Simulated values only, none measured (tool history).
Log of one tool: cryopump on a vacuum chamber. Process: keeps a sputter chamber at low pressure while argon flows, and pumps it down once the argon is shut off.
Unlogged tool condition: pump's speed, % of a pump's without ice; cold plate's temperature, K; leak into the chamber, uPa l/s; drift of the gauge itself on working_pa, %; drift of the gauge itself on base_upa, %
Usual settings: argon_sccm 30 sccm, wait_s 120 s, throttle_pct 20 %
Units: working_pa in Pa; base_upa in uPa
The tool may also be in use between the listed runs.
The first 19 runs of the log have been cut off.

| run | hour | argon_sccm | wait_s | throttle_pct | hours of work since the pump was warmed up and emptied | hours of work since the cold head was overhauled | hours of work since the chamber's fittings were tightened | working_pa | base_upa |
|---|---|---|---|---|---|---|---|---|---|
| 20 | 309.8 | 29 | 74 | 35 | 188 | 646 | 1812 | 0.0591 | 1.23 |
| 21 | 330.0 | 18 | 209 | 20 | 199 | 658 | 1823 | 0.0631 | 1.00 |
| 22 | 348.8 | 18 | 52 | 54 | 210 | 669 | 1834 | 0.0243 | 1.39 |
| 23 | 365.4 | 33 | 120 | 20 | 219 | 678 | 1844 | 0.1167 | 1.09 |
| 24 | 376.3 | 36 | 48 | 28 | 226 | 684 | 1850 | 0.0925 | 1.45 |
| 25 | 391.3 | 36 | 48 | 28 | 234 | 693 | 1858 | 0.0923 | 1.38 |
| 26 | 407.3 | 40 | 120 | 21 | 243 | 702 | 1868 | 0.1365 | 1.10 |
| 27 | 428.5 | 39 | 233 | 27 | 255 | 714 | 1880 | 0.1033 | 1.03 |
| 28 | 443.4 | 39 | 233 | 27 | 264 | 723 | 1888 | 0.1037 | 1.05 |
| 29 | 465.5 | 25 | 62 | 39 | 277 | 736 | 1901 | 0.0467 | 1.41 |
| 30 | 483.9 | 52 | 32 | 34 | 287 | 746 | 1911 | 0.1117 | 1.77 |
| 31 | 502.4 | 52 | 101 | 34 | 298 | 757 | 1922 | 0.1116 | 1.21 |
| 32 | 520.8 | 54 | 36 | 34 | 308 | 767 | 1933 | 0.1168 | 1.70 |
| 33 | 532.4 | 54 | 36 | 34 | 315 | 774 | 1939 | 0.1162 | 1.73 |
| 34 | 542.8 | 54 | 36 | 34 | 321 | 780 | 1945 | 0.1168 | 1.69 |
| 35 | 556.5 | 21 | 76 | 34 | 329 | 788 | 1953 | 0.0456 | 1.39 |

Predict each of these 3 candidate next runs independently; none follows another, all start after run 35:
| A | 566.1 | 30 | 119 | 20 | 334 | 793 | 1958 | ? | ? |
| B | 566.1 | 21 | 76 | 36 | 334 | 793 | 1958 | ? | ? |
| C | 566.1 | 21 | 283 | 34 | 334 | 793 | 1958 | ? | ? |

| run | working_pa | base_upa |
|---|---|---|
| A | 0.1080 | 1.26 |
| B | 0.0433 | 1.30 |
| C | 0.0456 | 1.09 |
What these runs would have given with no unlogged condition in the tool:
| run | working_pa | base_upa |
|---|---|---|
| A | 0.1039 | 0.40 |
| B | 0.0405 | 0.45 |
| C | 0.0428 | 0.23 |

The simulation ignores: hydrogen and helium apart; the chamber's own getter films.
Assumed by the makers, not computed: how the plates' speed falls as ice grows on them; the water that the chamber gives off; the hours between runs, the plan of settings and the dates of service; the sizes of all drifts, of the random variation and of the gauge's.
